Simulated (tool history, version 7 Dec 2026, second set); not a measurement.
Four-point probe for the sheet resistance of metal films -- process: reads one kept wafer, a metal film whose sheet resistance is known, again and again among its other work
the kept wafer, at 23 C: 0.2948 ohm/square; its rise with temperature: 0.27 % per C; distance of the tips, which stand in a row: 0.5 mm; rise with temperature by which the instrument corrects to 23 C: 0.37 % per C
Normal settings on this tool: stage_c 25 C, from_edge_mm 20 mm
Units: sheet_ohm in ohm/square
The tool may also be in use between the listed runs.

Run 1, hour 0.0: usual settings. Result: sheet_ohm 0.293802 ohm/square.
Run 2, hour 14.0: usual settings. Result: sheet_ohm 0.293842 ohm/square.
Run 3, hour 43.2: usual settings but stage_c 19 C. Result: sheet_ohm 0.295687 ohm/square.
Run 4, hour 62.0: usual settings. Result: sheet_ohm 0.293843 ohm/square.
Run 5, hour 75.3: usual settings but from_edge_mm 29 mm. Result: sheet_ohm 0.293719 ohm/square.
Run 6, hour 97.5: usual settings but from_edge_mm 29 mm. Result: sheet_ohm 0.293797 ohm/square.
Run 7, hour 114.6: usual settings but stage_c 29 C, from_edge_mm 29 mm. Result: sheet_ohm 0.292556 ohm/square.
Run 8, hour 132.5: usual settings but stage_c 29 C, from_edge_mm 29 mm. Result: sheet_ohm 0.292626 ohm/square.
Run 9, hour 152.3: usual settings but stage_c 29 C, from_edge_mm 29 mm. Result: sheet_ohm 0.292614 ohm/square.
Run 10, hour 167.2: usual settings but stage_c 29 C, from_edge_mm 29 mm. Result: sheet_ohm 0.292748 ohm/square.
Run 11, hour 181.1: usual settings. Result: sheet_ohm 0.293871 ohm/square.
Run 12, hour 210.7: usual settings. Result: sheet_ohm 0.293952 ohm/square.
Run 13, hour 233.8: usual settings. Result: sheet_ohm 0.293807 ohm/square.
Run 14, hour 257.0: usual settings. Result: sheet_ohm 0.293945 ohm/square.
Run 15, hour 282.5: usual settings. Result: sheet_ohm 0.293879 ohm/square.
Run 16, hour 295.9: usual settings. Result: sheet_ohm 0.293927 ohm/square.
Run 17, hour 309.3: usual settings but stage_c 23 C. Result: sheet_ohm 0.294488 ohm/square.
Run 18, hour 329.7: usual settings but stage_c 22 C. Result: sheet_ohm 0.294769 ohm/square.
Run 19, hour 350.9: usual settings but stage_c 22 C. Result: sheet_ohm 0.294866 ohm/square.
Run 20, hour 378.8: usual settings but stage_c 34 C. Result: sheet_ohm 0.291354 ohm/square.
Run 21, hour 396.6: usual settings but stage_c 34 C. Result: sheet_ohm 0.291327 ohm/square.
Run 22, hour 409.8: usual settings but stage_c 28 C, from_edge_mm 10 mm. Result: sheet_ohm 0.293375 ohm/square.
Run 23, hour 426.9: usual settings but stage_c 32 C, from_edge_mm 4 mm. Result: sheet_ohm 0.294178 ohm/square.
Run 24, hour 441.2: usual settings but stage_c 22 C, from_edge_mm 4 mm. Result: sheet_ohm 0.297317 ohm/square.
Run 25, hour 464.7: usual settings but stage_c 35 C, from_edge_mm 22 mm. Result: sheet_ohm 0.291055 ohm/square.
Run 26, hour 494.1: usual settings but stage_c 35 C, from_edge_mm 22 mm. Result: sheet_ohm 0.291137 ohm/square.
Run 27, hour 517.7: usual settings but stage_c 24 C, from_edge_mm 4 mm. Result: sheet_ohm 0.296630 ohm/square.
Run 28, hour 534.8: usual settings but stage_c 22 C, from_edge_mm 17 mm. Result: sheet_ohm 0.294984 ohm/square.
Run 29, hour 547.6: usual settings but stage_c 22 C, from_edge_mm 17 mm. Result: sheet_ohm 0.294909 ohm/square.
Run 30, hour 568.8: usual settings but stage_c 22 C, from_edge_mm 17 mm. Result: sheet_ohm 0.294850 ohm/square.
Run 31, hour 580.9: usual settings but stage_c 21 C, from_edge_mm 67 mm. Result: sheet_ohm 0.294998 ohm/square.
Run 32, hour 596.3: usual settings but stage_c 29 C, from_edge_mm 12 mm. Result: sheet_ohm 0.293036 ohm/square.
Run 33, hour 614.4: usual settings but stage_c 19 C, from_edge_mm 13 mm. Result: sheet_ohm 0.295879 ohm/square.
Run 34, hour 637.0: usual settings but stage_c 19 C, from_edge_mm 13 mm. Result: sheet_ohm 0.295940 ohm/square.
Run 35, hour 662.7: usual settings but stage_c 24 C, from_edge_mm 5 mm. Result: sheet_ohm 0.295776 ohm/square.
Run 36, hour 676.3: usual settings but stage_c 20 C, from_edge_mm 24 mm. Result: sheet_ohm 0.295423 ohm/square.
Run 37, hour 690.6: usual settings but stage_c 20 C, from_edge_mm 24 mm. Result: sheet_ohm 0.295396 ohm/square.
Run 38, hour 718.2: usual settings but stage_c 32 C, from_edge_mm 28 mm. Result: sheet_ohm 0.291994 ohm/square.

Measured minus without-hidden-state, run by run (identical run-to-run variation in each term; gauge scatter may differ):
Hidden state present: inner tips' distance over the nominal, %; tips' flats over new ones', %; wafer's true temperature over the reading, C; drift of the gauge itself on sheet_ohm, %.
run  sheet_ohm
  1  -0.000485
  2  -0.000481
  3  -0.000478
  4  -0.000470
  5  -0.000465
  6  -0.000458
  7  -0.000451
  8  -0.000447
  9  -0.000441
 10  -0.000436
 11  -0.000434
 12  -0.000426
 13  -0.000419
 14  -0.000413
 15  -0.000406
 16  -0.000402
 17  -0.000401
 18  -0.000395
 19  -0.000388
 20  -0.000375
 21  -0.000368
 22  -0.000369
 23  -0.000365
 24  -0.000367
 25  -0.000349
 26  -0.000341
 27  -0.000342
 28  -0.000337
 29  -0.000334
 30  -0.000328
 31  -0.000324
 32  -0.000315
 33  -0.000315
 34  -0.000308
 35  -0.000299
 36  -0.000295
 37  -0.000291
 38  -0.000276
